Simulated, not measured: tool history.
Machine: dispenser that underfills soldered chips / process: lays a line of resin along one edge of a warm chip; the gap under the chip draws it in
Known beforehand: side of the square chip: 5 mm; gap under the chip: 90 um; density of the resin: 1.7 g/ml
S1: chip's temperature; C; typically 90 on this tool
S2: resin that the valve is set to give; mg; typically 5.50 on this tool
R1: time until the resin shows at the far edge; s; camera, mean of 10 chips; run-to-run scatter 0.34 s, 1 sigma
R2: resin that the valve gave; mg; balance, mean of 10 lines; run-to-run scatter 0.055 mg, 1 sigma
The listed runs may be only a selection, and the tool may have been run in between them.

| run | hour | S1 | S2 | R1 | R2 |
|---|---|---|---|---|---|
| 1 | 0.0 | 90 | 5.50 | 18.1 | 5.11 |
|  | 5.5 | new syringe of resin |
| 2 | 13.7 | 90 | 5.50 | 22.2 | 5.00 |
|  | 14.9 | new syringe of resin |
| 3 | 23.3 | 90 | 5.50 | 23.5 | 4.95 |
|  | 24.5 | new syringe of resin |
|  | 33.4 | new syringe of resin |
| 4 | 34.9 | 90 | 5.50 | 17.9 | 5.02 |
|  | 43.0 | new syringe of resin |
|  | 48.2 | dispensing valve cleaned and set on the balance |
| 5 | 48.4 | 90 | 5.50 | 19.1 | 5.46 |
|  | 53.0 | new syringe of resin |
| 6 | 59.4 | 90 | 5.50 | 19.8 | 5.56 |
|  | 62.5 | new syringe of resin |
| 7 | 71.0 | 90 | 5.50 | 22.3 | 5.50 |
|  | 72.6 | new syringe of resin |
| 8 | 80.9 | 90 | 5.50 | 22.1 | 5.43 |
|  | 81.8 | new syringe of resin |
|  | 90.8 | new syringe of resin |
| 9 | 91.4 | 90 | 5.50 | 15.4 | 5.35 |
|  | 100.8 | new syringe of resin |
| 10 | 101.0 | 90 | 5.50 | 15.3 | 5.37 |
|  | 110.2 | new syringe of resin |
| 11 | 110.8 | 90 | 5.50 | 15.8 | 5.27 |
| 12 | 117.2 | 90 | 5.05 | 21.7 | 4.85 |
|  | 119.4 | new syringe of resin |
|  | 128.7 | new syringe of resin |
| 13 | 132.2 | 90 | 5.05 | 18.4 | 4.89 |
|  | 138.4 | new syringe of resin |
|  | 147.3 | new syringe of resin |
| 14 | 147.9 | 90 | 5.05 | 15.8 | 4.77 |
|  | 156.4 | new syringe of resin |
| 15 | 163.1 | 90 | 5.50 | 20.3 | 5.22 |
|  | 165.7 | new syringe of resin |
|  | 175.1 | new syringe of resin |
| 16 | 176.4 | 90 | 5.50 | 16.0 | 5.18 |
|  | 184.2 | new syringe of resin |
| 17 | 187.0 | 88 | 5.50 | 18.5 | 5.06 |
|  | 193.3 | new syringe of resin |
| 18 | 196.7 | 88 | 5.50 | 18.5 | 5.01 |
|  | 202.7 | new syringe of resin |
| 19 | 210.7 | 86 | 5.39 | 24.4 | 4.92 |
|  | 211.7 | new syringe of resin |
|  | 212.7 | dispensing valve cleaned and set on the balance |
|  | 222.5 | new syringe of resin |
| 20 | 225.4 | 92 | 5.04 | 15.4 | 5.05 |
|  | 231.9 | new syringe of resin |
| 21 | 235.3 | 92 | 5.04 | 16.3 | 4.99 |
|  | 240.9 | new syringe of resin |
| 22 | 248.7 | 80 | 4.87 | 30.8 | 4.72 |
|  | 250.0 | new syringe of resin |
| 23 | 257.0 | 97 | 6.29 | 14.9 | 6.10 |
|  | 259.0 | new syringe of resin |
|  | 268.7 | new syringe of resin |
| 24 | 270.4 | 88 | 6.30 | 16.8 | 5.97 |
|  | 277.8 | new syringe of resin |
| 25 | 277.8 | 88 | 6.30 | 15.4 | 6.00 |
| 26 | 285.0 | 103 | 4.94 | 13.8 | 4.65 |
|  | 287.1 | new syringe of resin |
| 27 | 292.7 | 79 | 4.79 | 30.0 | 4.52 |
|  | 296.5 | new syringe of resin |
| 28 | 300.9 | 81 | 5.24 | 24.6 | 4.97 |
|  | 306.5 | new syringe of resin |
| 29 | 309.7 | 77 | 5.02 | 28.2 | 4.70 |
|  | 315.5 | new syringe of resin |
| 30 | 317.8 | 100 | 5.02 | 11.8 | 4.66 |
|  | 325.1 | new syringe of resin |
| 31 | 329.0 | 84 | 5.96 | 21.7 | 5.46 |
|  | 335.1 | new syringe of resin |
| 32 | 340.7 | 84 | 6.65 | 21.8 | 6.14 |
|  | 344.2 | new syringe of resin |
|  | 353.8 | new syringe of resin |
| 33 | 354.3 | 84 | 6.65 | 18.4 | 6.07 |

Difference, measured minus no-hidden-state, one row per run. Run-to-run variation is common to both terms; the gauge's own scatter need not be:
The hidden state here: resin's viscosity, % of fresh resin's; dose that the valve gives, % of what is set; true chip temperature over the reading, C; drift of the gauge itself on fill_s, %; drift of the gauge itself on given_mg, %.
| run | R1 | R2 |
|---|---|---|
| 1 | +2.8 | -0.44 |
| 2 | +6.6 | -0.50 |
| 3 | +7.6 | -0.53 |
| 4 | +1.4 | -0.57 |
| 5 | +3.1 | +0.03 |
| 6 | +4.4 | -0.02 |
| 7 | +6.6 | -0.05 |
| 8 | +6.5 | -0.08 |
| 9 | -0.2 | -0.12 |
| 10 | -0.4 | -0.15 |
| 11 | -0.1 | -0.18 |
| 12 | +5.1 | -0.19 |
| 13 | +2.1 | -0.23 |
| 14 | -0.1 | -0.28 |
| 15 | +4.3 | -0.36 |
| 16 | +0.2 | -0.41 |
| 17 | +1.5 | -0.44 |
| 18 | +2.0 | -0.48 |
| 19 | +6.7 | -0.52 |
| 20 | +1.1 | -0.05 |
| 21 | +1.5 | -0.09 |
| 22 | +7.6 | -0.12 |
| 23 | +3.2 | -0.19 |
| 24 | +0.2 | -0.24 |
| 25 | -0.9 | -0.27 |
| 26 | +3.3 | -0.23 |
| 27 | +4.9 | -0.25 |
| 28 | +2.7 | -0.30 |
| 29 | +2.3 | -0.32 |
| 30 | +0.5 | -0.34 |
| 31 | +1.9 | -0.45 |
| 32 | +3.3 | -0.56 |
| 33 | -0.7 | -0.62 |

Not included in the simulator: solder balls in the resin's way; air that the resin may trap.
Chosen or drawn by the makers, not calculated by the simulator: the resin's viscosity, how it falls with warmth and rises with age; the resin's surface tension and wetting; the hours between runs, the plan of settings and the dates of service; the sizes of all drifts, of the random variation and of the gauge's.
